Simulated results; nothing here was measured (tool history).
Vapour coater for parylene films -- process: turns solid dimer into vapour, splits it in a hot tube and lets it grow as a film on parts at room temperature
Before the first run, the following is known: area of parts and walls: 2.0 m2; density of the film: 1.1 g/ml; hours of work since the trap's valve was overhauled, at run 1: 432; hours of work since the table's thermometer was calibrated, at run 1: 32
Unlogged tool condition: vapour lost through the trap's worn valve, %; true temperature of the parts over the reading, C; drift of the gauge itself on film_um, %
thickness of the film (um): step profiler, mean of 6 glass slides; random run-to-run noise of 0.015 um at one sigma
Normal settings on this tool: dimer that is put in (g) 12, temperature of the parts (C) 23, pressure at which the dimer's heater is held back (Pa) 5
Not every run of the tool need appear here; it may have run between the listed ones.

run     day  dimer that is put in (g)  temperature of the parts (C)  pressure at which the dimer's heater is held back (Pa)  hours of work since the trap's valve was overhauled  hours of work since the table's thermometer was calibrated  thickness of the film (um)
  1       0                        12                            23                                                       5                                                  432                                                          32                        2.58
      0.238  -- trap's valve overhauled
  2   0.842                        12                            23                                                       5                                                    9                                                          43                         2.6
  3   2.138                        12                            23                                                       5                                                   30                                                          63                        2.56
  4   3.488                        12                            23                                                       5                                                   51                                                          84                        2.61
  5   4.096                        12                            23                                                    7.06                                                   60                                                          94                        2.43
  6   5.154                        12                            23                                                       5                                                   77                                                         110                        2.58
  7   5.867                        12                            23                                                       5                                                   88                                                         121                        2.57
  8   7.054                        12                            23                                                    4.93                                                  107                                                         140                        2.57
  9   7.988                        21                            23                                                       5                                                  122                                                         155                        4.45
 10   8.717                        21                            23                                                       5                                                  133                                                         166                        4.45
 11   9.671                        12                            23                                                    4.36                                                  148                                                         181                        2.62
 12  10.988                        12                            23                                                    4.36                                                  169                                                         202                        2.61
 13  12.321                        16                            23                                                    4.36                                                  189                                                         223                        3.47
 14  13.038                        11                            23                                                       5                                                  201                                                         234                        2.32
     13.321  -- gauge calibrated
 15  13.892                        11                            23                                                    3.61                                                  214                                                         247                        2.53
 16  14.608                        12                            23                                                       5                                                  225                                                         258                        2.59
 17  15.471                        12                            23                                                       5                                                  239                                                         272                        2.57
 18    16.3                        12                            23                                                       5                                                  252                                                         285                         2.6
 19  17.188                        20                            34                                                    2.64                                                  266                                                         299                        3.13
 20  17.812                        19                            33                                                    4.54                                                  276                                                         309                        2.79
 21  19.146                        19                            33                                                    4.54                                                  296                                                         329                        2.77
 22    19.7                        18                            20                                                       5                                                  305                                                         338                        4.32
 23  20.371                        12                            23                                                   10.29                                                  316                                                         349                        2.23
 24  21.708                        12                            23                                                   10.29                                                  337                                                         370                        2.23
 25  22.329                        12                            23                                                   10.29                                                  346                                                         379                        2.24
 26  23.517                        12                            18                                                   11.36                                                  365                                                         398                         2.6
 27  24.362                        12                            18                                                   11.36                                                  378                                                         411                        2.65
 28  25.512                        12                            18                                                   11.36                                                  396                                                         429                        2.64
 29  26.158                        12                            31                                                    2.97                                                  406                                                         439                        2.06
 30  26.883                        16                            24                                                    2.97                                                  418                                                         451                        3.56
     27.142  -- gauge calibrated
 31  27.817                         5                            21                                                    6.05                                                  432                                                         465                        1.14
     28.088  -- trap's valve overhauled
 32  28.804                        12                            23                                                     6.6                                                   11                                                         478                        2.46
 33  29.454                        12                            23                                                     6.6                                                   21                                                         489                        2.47
 34  30.533                        12                            17                                                    2.91                                                   38                                                         505                        3.68

What if the next run were any one of these 4? Each begins from the tool's condition after run 34:
  A  31.458                         7                            19                                                    4.01                                                   53                                                         520                           ?
  B  31.458                        12                            16                                                    7.79                                                   53                                                         520                           ?
  C  31.458                        12                            24                                                    2.91                                                   53                                                         520                           ?
  D  31.458                        12                            33                                                    7.32                                                   53                                                         520                           ?

run  thickness of the film (um)
  A                        1.85
  B                        3.13
  C                        2.79
  D                        1.62
Without the tool's unlogged condition, the same runs would have read:
run  thickness of the film (um)
  A                        1.87
  B                        3.16
  C                        2.81
  D                        1.64

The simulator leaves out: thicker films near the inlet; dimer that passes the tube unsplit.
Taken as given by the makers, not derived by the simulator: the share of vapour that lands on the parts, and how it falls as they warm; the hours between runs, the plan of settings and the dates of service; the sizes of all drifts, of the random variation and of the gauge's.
